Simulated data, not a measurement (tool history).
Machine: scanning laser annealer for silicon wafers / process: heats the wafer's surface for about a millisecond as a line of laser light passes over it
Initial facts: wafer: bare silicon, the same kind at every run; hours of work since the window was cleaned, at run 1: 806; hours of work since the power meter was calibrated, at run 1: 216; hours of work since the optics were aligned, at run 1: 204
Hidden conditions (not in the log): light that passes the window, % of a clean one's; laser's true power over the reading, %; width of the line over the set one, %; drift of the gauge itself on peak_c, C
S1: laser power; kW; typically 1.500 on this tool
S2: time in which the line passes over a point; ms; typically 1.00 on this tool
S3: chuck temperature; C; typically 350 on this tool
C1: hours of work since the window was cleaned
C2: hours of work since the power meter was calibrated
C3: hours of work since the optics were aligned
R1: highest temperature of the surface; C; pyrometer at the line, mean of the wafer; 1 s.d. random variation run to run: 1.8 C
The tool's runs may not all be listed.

run   hour     S1    S2   S3   C1   C2   C3    R1
  1    0.0  1.500  1.00  350  806  216  204  1057
  2   18.0  1.500  1.00  350  817  228  215  1058
  3   34.1  1.500  0.84  350  827  238  226   998
  4   43.3  1.500  0.84  350  833  244  232   994
  5   62.5  1.500  0.84  350  846  256  244   990
  6   76.9  1.500  0.84  350  855  266  253   993
  7   90.8  1.500  0.84  350  864  275  262   993
  8  103.0  1.500  0.84  350  872  282  270   993
  9  123.1  1.377  1.00  350  885  295  283   986
 10  134.5  1.377  1.00  350  892  303  290   987
     140.9  -- window over the wafer cleaned
 11  156.0  1.284  0.90  368   10  315  303   916

Run 12, settings as shown, results not yet in. Your forecast:
 12  174.2  1.632  0.76  350  21  327  314   ?

Run 12 came out at R1 1028 C.
If the tool had no hidden condition, the same run with the same run-to-run variation would have returned R1 1028 C.

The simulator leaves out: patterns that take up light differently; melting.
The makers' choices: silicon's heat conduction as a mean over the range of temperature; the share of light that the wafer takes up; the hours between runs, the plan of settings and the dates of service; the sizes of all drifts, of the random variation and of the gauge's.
